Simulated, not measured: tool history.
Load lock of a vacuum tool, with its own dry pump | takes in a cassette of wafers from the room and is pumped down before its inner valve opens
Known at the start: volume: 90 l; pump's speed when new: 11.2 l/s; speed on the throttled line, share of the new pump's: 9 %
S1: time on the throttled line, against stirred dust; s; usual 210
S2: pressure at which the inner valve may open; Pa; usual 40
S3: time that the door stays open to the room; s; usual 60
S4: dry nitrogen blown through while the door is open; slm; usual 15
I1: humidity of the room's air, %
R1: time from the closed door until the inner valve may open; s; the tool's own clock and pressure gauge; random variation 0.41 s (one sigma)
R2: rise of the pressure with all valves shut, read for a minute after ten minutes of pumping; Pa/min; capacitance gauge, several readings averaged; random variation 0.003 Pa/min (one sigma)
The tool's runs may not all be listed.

Run 1, hour 0: usual settings; I1 43.5. Result: R1 253.3 s, R2 0.048 Pa/min.
Run 2, hour 95.4: usual settings; I1 44.6. Result: R1 253.7 s, R2 0.046 Pa/min.
Run 3, hour 180.3: usual settings but S1 263 s; I1 48.3. Result: R1 301.4 s, R2 0.057 Pa/min.
Run 4, hour 231.1: usual settings but S1 263 s; I1 47.1. Result: R1 301.2 s, R2 0.05 Pa/min.
Run 5, hour 301.2: usual settings but S1 263 s; I1 46.6. Result: R1 300.7 s, R2 0.053 Pa/min.
Run 6, hour 347.6: usual settings but S1 151 s; I1 47. Result: R1 199.9 s, R2 0.057 Pa/min.
Run 7, hour 406.1: usual settings but S1 151 s; I1 45.5. Result: R1 200.8 s, R2 0.051 Pa/min.
Run 8, hour 446.9: usual settings but S1 151 s, S4 23 slm; I1 47.1. Result: R1 199.7 s, R2 0.048 Pa/min.
Run 9, hour 488.4: usual settings but S1 129 s; I1 46.6. Result: R1 180.3 s, R2 0.049 Pa/min.
Run 10, hour 531.8: usual settings; I1 43.9. Result: R1 253.5 s, R2 0.055 Pa/min.
Run 11, hour 622.5: usual settings but S1 266 s; I1 41.6. Result: R1 304.2 s, R2 0.051 Pa/min.
Run 12, hour 686.6: usual settings but S1 134 s; I1 44.1. Result: R1 184.1 s, R2 0.05 Pa/min.
Run 13, hour 735: usual settings but S1 134 s; I1 46.2. Result: R1 184.4 s, R2 0.051 Pa/min.
Run 14, hour 774.3: usual settings but S1 325 s; I1 45.6. Result: R1 357.8 s, R2 0.054 Pa/min.
Run 15, hour 825.2: usual settings but S1 325 s; I1 45.7. Result: R1 358.1 s, R2 0.046 Pa/min.
Run 16, hour 870.2: usual settings but S1 325 s; I1 45.9. Result: R1 358 s, R2 0.051 Pa/min.
Run 17, hour 938.5: usual settings but S1 325 s; I1 44.5. Result: R1 357.5 s, R2 0.048 Pa/min.
Run 18, hour 1004.5: usual settings but S1 325 s; I1 49.2. Result: R1 356.1 s, R2 0.052 Pa/min.
Run 19, hour 1056: usual settings but S3 157 s; I1 42.9. Result: R1 253.8 s, R2 0.089 Pa/min.
Run 20, hour 1150.1: usual settings but S3 157 s; I1 44.2. Result: R1 253.3 s, R2 0.099 Pa/min.
Run 21, hour 1203.4: usual settings but S1 224 s, S3 157 s; I1 43.8. Result: R1 266 s, R2 0.093 Pa/min.
Run 22, hour 1287.5: usual settings but S1 224 s, S3 157 s; I1 45. Result: R1 266.5 s, R2 0.094 Pa/min.
Run 23, hour 1381.6: usual settings but S3 47 s; I1 43.9. Result: R1 254.2 s, R2 0.043 Pa/min.
Run 24, hour 1423.3: usual settings but S2 45 Pa, S3 101 s; I1 45.8. Result: R1 253 s, R2 0.071 Pa/min.
Run 25, hour 1479.4: usual settings but S2 36 Pa; I1 43.9. Result: R1 254.6 s, R2 0.05 Pa/min.
Run 26, hour 1529.7: usual settings but S2 36 Pa; I1 43.6. Result: R1 254.8 s, R2 0.049 Pa/min.
Run 27, hour 1623.9: usual settings but S1 118 s; I1 45.8. Result: R1 170.2 s, R2 0.051 Pa/min.
Run 28, hour 1702.8: usual settings but S1 118 s; I1 43.8. Result: R1 170.5 s, R2 0.044 Pa/min.
Run 29, hour 1750.9: usual settings but S1 118 s, S3 225 s; I1 48.4. Result: R1 170.4 s, R2 0.137 Pa/min.

Run 30 comes next. What will it give?
Run 30, hour 1820.7: usual settings but S1 118 s, S3 225 s; I1 47.1. Result: R1 ?, R2 ?.

R1: 169.9 s
R2: 0.133 Pa/min
Without the tool's hidden state the same run would have given R1 169.9 s, R2 0.133 Pa/min.

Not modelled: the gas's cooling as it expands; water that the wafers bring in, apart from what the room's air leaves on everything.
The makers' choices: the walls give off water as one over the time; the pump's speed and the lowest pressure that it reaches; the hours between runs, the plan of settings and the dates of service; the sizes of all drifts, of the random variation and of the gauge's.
